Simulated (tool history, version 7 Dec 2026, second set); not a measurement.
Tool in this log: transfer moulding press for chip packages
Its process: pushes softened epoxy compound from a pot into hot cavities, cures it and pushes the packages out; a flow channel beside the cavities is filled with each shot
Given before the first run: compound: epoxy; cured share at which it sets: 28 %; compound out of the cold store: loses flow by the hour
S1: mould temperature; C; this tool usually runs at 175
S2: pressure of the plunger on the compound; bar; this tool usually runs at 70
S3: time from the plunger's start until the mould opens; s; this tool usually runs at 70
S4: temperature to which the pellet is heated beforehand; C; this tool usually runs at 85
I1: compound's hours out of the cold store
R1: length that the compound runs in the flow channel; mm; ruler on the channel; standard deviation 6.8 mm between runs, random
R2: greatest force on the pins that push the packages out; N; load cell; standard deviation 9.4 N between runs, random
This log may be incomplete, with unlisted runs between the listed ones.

run	hour	S1	S2	S3	S4	I1	R1	R2
1	0	175	70	70	85	29.1	821	445
# hour 6.5: cavities cleaned with cleaning compound and waxed
# hour 50.7: cavities cleaned with cleaning compound and waxed
2	66.2	175	70	70	85	22.4	863	421
# hour 87.4: mould's thermocouples calibrated
# hour 92.9: cavities cleaned with cleaning compound and waxed
# hour 132.6: cavities cleaned with cleaning compound and waxed
3	158.1	175	70	70	85	25.3	837	456
# hour 174.6: cavities cleaned with cleaning compound and waxed
# hour 214.4: cavities cleaned with cleaning compound and waxed
4	221.7	175	70	70	85	31.4	803	452
# hour 256.2: cavities cleaned with cleaning compound and waxed
5	273.2	175	70	70	85	28.6	828	445
# hour 296.6: cavities cleaned with cleaning compound and waxed
# hour 339.5: cavities cleaned with cleaning compound and waxed
6	353.1	175	70	70	85	16.6	889	454
# hour 379.7: cavities cleaned with cleaning compound and waxed
# hour 423.6: cavities cleaned with cleaning compound and waxed
7	439.8	175	70	70	85	14.6	910	440
# hour 465.5: cavities cleaned with cleaning compound and waxed
# hour 506.3: cavities cleaned with cleaning compound and waxed
8	511	175	70	70	85	42.7	753	434
# hour 531.3: plunger's sealing rings changed
# hour 554: cavities cleaned with cleaning compound and waxed
9	570.1	175	70	70	85	13.5	897	461
# hour 600.8: cavities cleaned with cleaning compound and waxed
10	612.6	172	70	70	85	26.8	825	550
# hour 644.2: cavities cleaned with cleaning compound and waxed
11	653.3	175	70	62	85	47.8	741	541
# hour 685.8: cavities cleaned with cleaning compound and waxed
# hour 727.2: cavities cleaned with cleaning compound and waxed
12	741.8	175	70	62	85	38.8	781	571
# hour 771.5: cavities cleaned with cleaning compound and waxed
# hour 816.1: cavities cleaned with cleaning compound and waxed
13	816.1	175	70	62	85	18.3	876	673
# hour 859.2: cavities cleaned with cleaning compound and waxed
# hour 901.5: cavities cleaned with cleaning compound and waxed
14	905.7	176	70	70	91	14.3	904	415
# hour 939.7: mould's thermocouples calibrated
# hour 946: cavities cleaned with cleaning compound and waxed
15	946	183	70	70	85	17.7	861	330
16	981.5	183	70	70	85	35.9	770	331
# hour 987.5: cavities cleaned with cleaning compound and waxed
# hour 1027.9: cavities cleaned with cleaning compound and waxed
# hour 1069.9: plunger's sealing rings changed
# hour 1071.4: cavities cleaned with cleaning compound and waxed
17	1073.8	174	70	61	93	44.4	750	603
# hour 1114.4: cavities cleaned with cleaning compound and waxed
18	1145.2	180	62.5	61	93	44.5	703	411
# hour 1154.2: cavities cleaned with cleaning compound and waxed
# hour 1197.9: cavities cleaned with cleaning compound and waxed
19	1209.8	173	59.5	72	85	46.4	686	448
# hour 1242.8: cavities cleaned with cleaning compound and waxed
20	1254.9	173	59.5	72	85	17.9	810	472
# hour 1282.4: cavities cleaned with cleaning compound and waxed
# hour 1324.1: cavities cleaned with cleaning compound and waxed
21	1339.7	180	70	70	92	38	751	344
# hour 1363.8: cavities cleaned with cleaning compound and waxed
# hour 1408.6: cavities cleaned with cleaning compound and waxed
22	1409.3	180	65.4	70	84	30.2	784	351
# hour 1449.7: cavities cleaned with cleaning compound and waxed
# hour 1491.5: cavities cleaned with cleaning compound and waxed
23	1496.4	183	70	90	85	21.9	837	302
# hour 1534.9: cavities cleaned with cleaning compound and waxed
24	1565.9	175	84.8	59	79	27.9	924	726
# hour 1579.2: cavities cleaned with cleaning compound and waxed
# hour 1607.1: plunger's sealing rings changed
# hour 1622.1: cavities cleaned with cleaning compound and waxed
25	1639.5	175	84.8	59	79	26.2	925	740

Here are 4 independent what-if runs from the current tool condition. What would each one return?
# hour 1662.1: cavities cleaned with cleaning compound and waxed
A	1691.3	175	80.8	70	85	27.9	?	?
# hour 1662.1: cavities cleaned with cleaning compound and waxed
B	1691.3	178	71.3	59	79	26.4	?	?
# hour 1662.1: cavities cleaned with cleaning compound and waxed
C	1691.3	175	84.8	59	79	45.2	?	?
# hour 1662.1: cavities cleaned with cleaning compound and waxed
D	1691.3	177	77.8	65	85	8	?	?

run	R1	R2
A	890	438
B	837	600
C	821	693
D	987	516
What these runs would have given with no unlogged condition in the tool:
run	R1	R2
A	891	433
B	838	593
C	821	685
D	988	510
